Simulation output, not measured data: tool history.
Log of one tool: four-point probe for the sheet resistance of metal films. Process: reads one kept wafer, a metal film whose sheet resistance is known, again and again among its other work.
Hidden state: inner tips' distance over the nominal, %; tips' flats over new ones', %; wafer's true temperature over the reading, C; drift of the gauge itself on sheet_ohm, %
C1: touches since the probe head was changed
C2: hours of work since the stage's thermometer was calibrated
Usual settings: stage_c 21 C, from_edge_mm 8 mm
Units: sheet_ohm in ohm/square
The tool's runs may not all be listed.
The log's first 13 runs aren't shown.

{"run": 14, "day": 7.279, "stage_c": 21, "from_edge_mm": 8, "C1": 5339, "C2": 1927, "sheet_ohm": 3.584093}
{"run": 15, "day": 7.796, "stage_c": 21, "from_edge_mm": 8, "C1": 5509, "C2": 1933, "sheet_ohm": 3.583243}
{"run": 16, "day": 8.425, "stage_c": 21, "from_edge_mm": 8, "C1": 5713, "C2": 1940, "sheet_ohm": 3.583226}
{"run": 17, "day": 8.888, "stage_c": 21, "from_edge_mm": 8, "C1": 5865, "C2": 1946, "sheet_ohm": 3.584562}
{"run": 18, "day": 9.388, "stage_c": 33, "from_edge_mm": 13, "C1": 6028, "C2": 1952, "sheet_ohm": 3.54426}
{"run": 19, "day": 10.042, "stage_c": 21, "from_edge_mm": 5, "C1": 6241, "C2": 1960, "sheet_ohm": 3.65492}
{"run": 20, "day": 10.55, "stage_c": 21, "from_edge_mm": 5, "C1": 6408, "C2": 1966, "sheet_ohm": 3.654956}
{"run": 21, "day": 11.217, "stage_c": 21, "from_edge_mm": 5, "C1": 6626, "C2": 1974, "sheet_ohm": 3.654698}
{"run": 22, "day": 11.65, "stage_c": 26, "from_edge_mm": 17, "C1": 6768, "C2": 1979, "sheet_ohm": 3.542715}
{"run": 23, "day": 12.225, "stage_c": 26, "from_edge_mm": 17, "C1": 6955, "C2": 1986, "sheet_ohm": 3.541793}
{"run": 24, "day": 12.925, "stage_c": 29, "from_edge_mm": 4, "C1": 7184, "C2": 1994, "sheet_ohm": 3.70963}
{"run": 25, "day": 13.517, "stage_c": 29, "from_edge_mm": 4, "C1": 7377, "C2": 2002, "sheet_ohm": 3.710271}
{"run": 26, "day": 14.112, "stage_c": 31, "from_edge_mm": 9, "C1": 7572, "C2": 2009, "sheet_ohm": 3.565245}
{"run": 27, "day": 14.746, "stage_c": 28, "from_edge_mm": 8, "C1": 7780, "C2": 2016, "sheet_ohm": 3.577021}
{"run": 28, "day": 15.092, "stage_c": 20, "from_edge_mm": 8, "C1": 7892, "C2": 2021, "sheet_ohm": 3.585753}
{"run": 29, "day": 15.642, "stage_c": 20, "from_edge_mm": 8, "C1": 8073, "C2": 2027, "sheet_ohm": 3.585311}
{"run": 30, "day": 16.342, "stage_c": 34, "from_edge_mm": 21, "C1": 8301, "C2": 2036, "sheet_ohm": 3.532079}
{"run": 31, "day": 17.025, "stage_c": 34, "from_edge_mm": 21, "C1": 8525, "C2": 2044, "sheet_ohm": 3.532102}

4 ways to go on from here, each from the tool as it stands after run 31. What would each give?
{"run": "A", "day": 17.538, "stage_c": 21, "from_edge_mm": 24, "C1": 8692, "C2": 2050, "sheet_ohm": "?"}
{"run": "B", "day": 17.538, "stage_c": 21, "from_edge_mm": 4, "C1": 8692, "C2": 2050, "sheet_ohm": "?"}
{"run": "C", "day": 17.538, "stage_c": 26, "from_edge_mm": 21, "C1": 8692, "C2": 2050, "sheet_ohm": "?"}
{"run": "D", "day": 17.538, "stage_c": 19, "from_edge_mm": 21, "C1": 8692, "C2": 2050, "sheet_ohm": "?"}

run=A sheet_ohm=3.542239
run=B sheet_ohm=3.717377
run=C sheet_ohm=3.540891
run=D sheet_ohm=3.545893
Without the tool's hidden state the same runs would have given:
run=A sheet_ohm=3.530268
run=B sheet_ohm=3.704886
run=C sheet_ohm=3.528850
run=D sheet_ohm=3.533942
